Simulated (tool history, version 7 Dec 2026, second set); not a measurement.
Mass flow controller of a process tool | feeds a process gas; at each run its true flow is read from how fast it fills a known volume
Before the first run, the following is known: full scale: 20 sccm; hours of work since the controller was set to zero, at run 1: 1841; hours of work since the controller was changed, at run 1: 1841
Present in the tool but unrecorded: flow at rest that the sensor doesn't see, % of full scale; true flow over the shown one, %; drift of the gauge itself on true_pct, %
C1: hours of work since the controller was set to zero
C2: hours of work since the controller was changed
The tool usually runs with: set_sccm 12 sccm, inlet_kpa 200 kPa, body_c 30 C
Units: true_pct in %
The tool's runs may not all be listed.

Run 1, hour 0: usual settings; C1 1841; C2 1841. Result: true_pct 100.81 %.
Run 2, hour 167: usual settings; C1 1953; C2 1953. Result: true_pct 100.89 %.
Run 3, hour 383.1: usual settings but body_c 40 C; C1 2099; C2 2099. Result: true_pct 100.23 %.
Run 4, hour 670.8: usual settings but set_sccm 5 sccm, body_c 40 C; C1 2294; C2 2294. Result: true_pct 101.17 %.
Run 5, hour 800.2: usual settings but set_sccm 5 sccm, body_c 40 C; C1 2381; C2 2381. Result: true_pct 101.35 %.
Run 6, hour 1033.2: usual settings but set_sccm 5 sccm, body_c 40 C; C1 2539; C2 2539. Result: true_pct 101.57 %.
Run 7, hour 1289.9: usual settings but set_sccm 5 sccm, body_c 40 C; C1 2712; C2 2712. Result: true_pct 101.73 %.
Run 8, hour 1426.6: usual settings; C1 2804; C2 2804. Result: true_pct 101.1 %.
Run 9, hour 1705.1: usual settings; C1 2993; C2 2993. Result: true_pct 101.16 %.
Run 10, hour 1906.9: usual settings but set_sccm 4 sccm, inlet_kpa 217 kPa, body_c 21 C; C1 3129; C2 3129. Result: true_pct 103.79 %.
Run 11, hour 2073.5: usual settings but set_sccm 4 sccm, inlet_kpa 204 kPa, body_c 29 C; C1 3242; C2 3242. Result: true_pct 103.51 %.
Run 12, hour 2303.4: usual settings but set_sccm 4 sccm, inlet_kpa 258 kPa, body_c 21 C; C1 3397; C2 3397. Result: true_pct 104.48 %.
Run 13, hour 2507.9: usual settings but set_sccm 10 sccm, body_c 28 C; C1 3535; C2 3535. Result: true_pct 101.87 %.
Run 14, hour 2717.2: usual settings but set_sccm 11 sccm, body_c 23 C; C1 3677; C2 3677. Result: true_pct 101.99 %.
Run 15, hour 2926.3: usual settings but set_sccm 5 sccm, inlet_kpa 148 kPa, body_c 25 C; C1 3818; C2 3818. Result: true_pct 103.2 %.
Run 16, hour 3104: usual settings but set_sccm 11 sccm, inlet_kpa 225 kPa, body_c 23 C; C1 3938; C2 3938. Result: true_pct 102.25 %.
Run 17, hour 3397.2: usual settings but set_sccm 11 sccm, inlet_kpa 225 kPa, body_c 23 C; C1 4136; C2 4136. Result: true_pct 102.34 %.
Run 18, hour 3596.3: usual settings but set_sccm 11 sccm, inlet_kpa 225 kPa, body_c 23 C; C1 4271; C2 4271. Result: true_pct 102.45 %.

Alternative continuations, all from the tool just after run 18; predict every row:
Run A, hour 3814.5: usual settings but set_sccm 6 sccm, inlet_kpa 175 kPa, body_c 21 C; C1 4418; C2 4418. Result: true_pct ?.
Run B, hour 3814.5: usual settings but set_sccm 11 sccm, inlet_kpa 231 kPa, body_c 23 C; C1 4418; C2 4418. Result: true_pct ?.
Run C, hour 3814.5: usual settings but set_sccm 4 sccm, inlet_kpa 215 kPa, body_c 33 C; C1 4418; C2 4418. Result: true_pct ?.
Run D, hour 3814.5: usual settings but set_sccm 11 sccm, inlet_kpa 145 kPa, body_c 23 C; C1 4418; C2 4418. Result: true_pct ?.

run  true_pct
  A     103.6
  B    102.58
  C    104.68
  D    102.19
Stripped of hidden state, with their random variation kept, the same runs would have yielded:
run  true_pct
  A     99.69
  B    100.07
  C     99.23
  D     99.67
